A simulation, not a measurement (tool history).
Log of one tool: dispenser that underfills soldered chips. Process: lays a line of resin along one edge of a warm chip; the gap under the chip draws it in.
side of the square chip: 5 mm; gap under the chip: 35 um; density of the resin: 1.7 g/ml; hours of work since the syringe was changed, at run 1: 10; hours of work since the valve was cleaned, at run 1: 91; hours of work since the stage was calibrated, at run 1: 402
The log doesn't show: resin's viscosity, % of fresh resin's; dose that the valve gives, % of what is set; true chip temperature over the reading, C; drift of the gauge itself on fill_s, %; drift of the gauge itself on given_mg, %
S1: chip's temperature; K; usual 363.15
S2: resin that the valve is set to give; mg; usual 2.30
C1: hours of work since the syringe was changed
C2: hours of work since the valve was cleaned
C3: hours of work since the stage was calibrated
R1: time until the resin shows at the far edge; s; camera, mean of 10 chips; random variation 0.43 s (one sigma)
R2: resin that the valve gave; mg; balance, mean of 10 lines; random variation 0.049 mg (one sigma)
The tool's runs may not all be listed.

Run 1, hour 0.0: usual settings; C1 10; C2 91; C3 402. Result: R1 67.8 s, R2 2.02 mg.
At hour 2.0: new syringe of resin.
Run 2, hour 13.0: usual settings; C1 9; C2 101; C3 412. Result: R1 62.4 s, R2 2.11 mg.
At hour 16.8: new syringe of resin.
Run 3, hour 23.8: usual settings but S2 2.66 mg; C1 5; C2 109; C3 421. Result: R1 45.4 s, R2 2.33 mg.
At hour 31.8: new syringe of resin.
Run 4, hour 36.3: usual settings but S2 2.66 mg; C1 3; C2 119; C3 430. Result: R1 39.2 s, R2 2.26 mg.
At hour 47.2: new syringe of resin.
Run 5, hour 49.0: usual settings but S2 2.66 mg; C1 1; C2 129; C3 440. Result: R1 32.8 s, R2 2.43 mg.
Run 6, hour 58.8: usual settings but S2 2.44 mg; C1 9; C2 136; C3 447. Result: R1 64.0 s, R2 2.08 mg.
At hour 62.2: new syringe of resin.
At hour 70.0: dispensing valve cleaned and set on the balance.
Run 7, hour 70.2: usual settings but S2 2.17 mg; C1 6; C2 0; C3 455. Result: R1 47.7 s, R2 2.12 mg.
At hour 78.0: new syringe of resin.
Run 8, hour 78.0: usual settings but S2 2.17 mg; C1 0; C2 6; C3 461. Result: R1 29.6 s, R2 2.07 mg.
Run 9, hour 87.5: usual settings but S2 2.17 mg; C1 7; C2 13; C3 469. Result: R1 54.7 s, R2 2.12 mg.
At hour 93.3: new syringe of resin.
Run 10, hour 94.0: usual settings but S2 2.17 mg; C1 1; C2 18; C3 474. Result: R1 29.6 s, R2 2.14 mg.
Run 11, hour 102.1: usual settings but S2 2.17 mg; C1 7; C2 25; C3 480. Result: R1 52.3 s, R2 2.09 mg.
At hour 108.0: new syringe of resin.
Run 12, hour 109.6: usual settings but S2 2.17 mg; C1 1; C2 30; C3 486. Result: R1 33.1 s, R2 2.20 mg.
Run 13, hour 122.3: usual settings but S2 2.38 mg; C1 11; C2 40; C3 495. Result: R1 75.0 s, R2 2.28 mg.
At hour 123.5: new syringe of resin.
Run 14, hour 130.3: usual settings but S2 2.78 mg; C1 5; C2 46; C3 502. Result: R1 44.8 s, R2 2.68 mg.
Run 15, hour 136.2: usual settings but S2 2.78 mg; C1 10; C2 51; C3 506. Result: R1 67.6 s, R2 2.69 mg.
At hour 139.0: new syringe of resin.
Run 16, hour 142.9: usual settings but S2 2.78 mg; C1 3; C2 56; C3 511. Result: R1 35.9 s, R2 2.57 mg.
Run 17, hour 149.0: usual settings but S2 2.78 mg; C1 8; C2 61; C3 516. Result: R1 52.9 s, R2 2.69 mg.
At hour 154.0: new syringe of resin.
Run 18, hour 160.2: usual settings but S1 353.15 K, S2 2.05 mg; C1 5; C2 69; C3 524. Result: R1 63.5 s, R2 1.95 mg.
Run 19, hour 166.7: usual settings but S2 2.75 mg; C1 10; C2 74; C3 530. Result: R1 66.9 s, R2 2.56 mg.
At hour 169.2: new syringe of resin.
Run 20, hour 178.1: usual settings but S1 350.15 K, S2 2.60 mg; C1 7; C2 83; C3 538. Result: R1 82.0 s, R2 2.42 mg.
At hour 183.9: new syringe of resin.
Run 21, hour 186.5: usual settings but S1 361.15 K, S2 2.47 mg; C1 2; C2 89; C3 545. Result: R1 36.1 s, R2 2.31 mg.
Run 22, hour 196.6: usual settings but S1 356.15 K, S2 2.47 mg; C1 10; C2 97; C3 552. Result: R1 83.2 s, R2 2.24 mg.
At hour 198.5: new syringe of resin.
Run 23, hour 207.6: usual settings but S2 2.78 mg; C1 7; C2 106; C3 561. Result: R1 52.3 s, R2 2.48 mg.
At hour 213.4: stage's temperature calibrated.
At hour 214.7: new syringe of resin.
Run 24, hour 218.4: usual settings but S1 352.15 K; C1 3; C2 113; C3 4. Result: R1 58.2 s, R2 2.07 mg.
Run 25, hour 223.9: usual settings but S1 352.15 K; C1 7; C2 117; C3 8. Result: R1 86.1 s, R2 2.01 mg.
At hour 229.7: new syringe of resin.
Run 26, hour 229.7: usual settings but S1 365.15 K, S2 2.25 mg; C1 0; C2 122; C3 12. Result: R1 30.1 s, R2 1.98 mg.
Run 27, hour 241.7: usual settings but S2 2.97 mg; C1 9; C2 131; C3 22. Result: R1 68.4 s, R2 2.61 mg.
At hour 245.1: new syringe of resin.
Run 28, hour 248.4: usual settings but S2 2.97 mg; C1 3; C2 136; C3 27. Result: R1 38.3 s, R2 2.58 mg.
Run 29, hour 254.8: usual settings but S2 2.97 mg; C1 8; C2 141; C3 32. Result: R1 60.5 s, R2 2.60 mg.
At hour 260.1: dispensing valve cleaned and set on the balance.
At hour 261.6: new syringe of resin.
Run 30, hour 262.0: usual settings but S2 2.17 mg; C1 0; C2 1; C3 36. Result: R1 31.7 s, R2 2.18 mg.
Run 31, hour 271.0: usual settings but S2 2.56 mg; C1 7; C2 8; C3 43. Result: R1 57.3 s, R2 2.54 mg.
At hour 276.4: new syringe of resin.
Run 32, hour 277.7: usual settings but S2 2.13 mg; C1 1; C2 13; C3 48. Result: R1 34.5 s, R2 2.00 mg.
Run 33, hour 290.3: usual settings but S1 350.15 K, S2 2.83 mg; C1 11; C2 23; C3 58. Result: R1 122.0 s, R2 2.84 mg.
At hour 291.7: new syringe of resin.
Run 34, hour 303.9: usual settings but S1 373.15 K, S2 2.02 mg; C1 10; C2 34; C3 69. Result: R1 50.0 s, R2 1.89 mg.

3 ways to go on from here, each from the tool as it stands after run 34. What would each give?
At hour 306.4: new syringe of resin.
Run A, hour 310.4: usual settings but S1 370.15 K, S2 2.55 mg; C1 3; C2 38; C3 73. Result: R1 ?, R2 ?.
At hour 306.4: new syringe of resin.
Run B, hour 310.4: usual settings but S1 355.15 K, S2 2.91 mg; C1 3; C2 38; C3 73. Result: R1 ?, R2 ?.
At hour 306.4: new syringe of resin.
Run C, hour 310.4: usual settings but S1 366.15 K, S2 2.82 mg; C1 3; C2 38; C3 73. Result: R1 ?, R2 ?.

run    R1    R2
  A  31.4  2.48
  B  52.6  2.90
  C  34.9  2.74
Without the tool's hidden state the same runs would have given:
run    R1    R2
  A  24.2  2.58
  B  40.6  3.01
  C  26.7  2.84
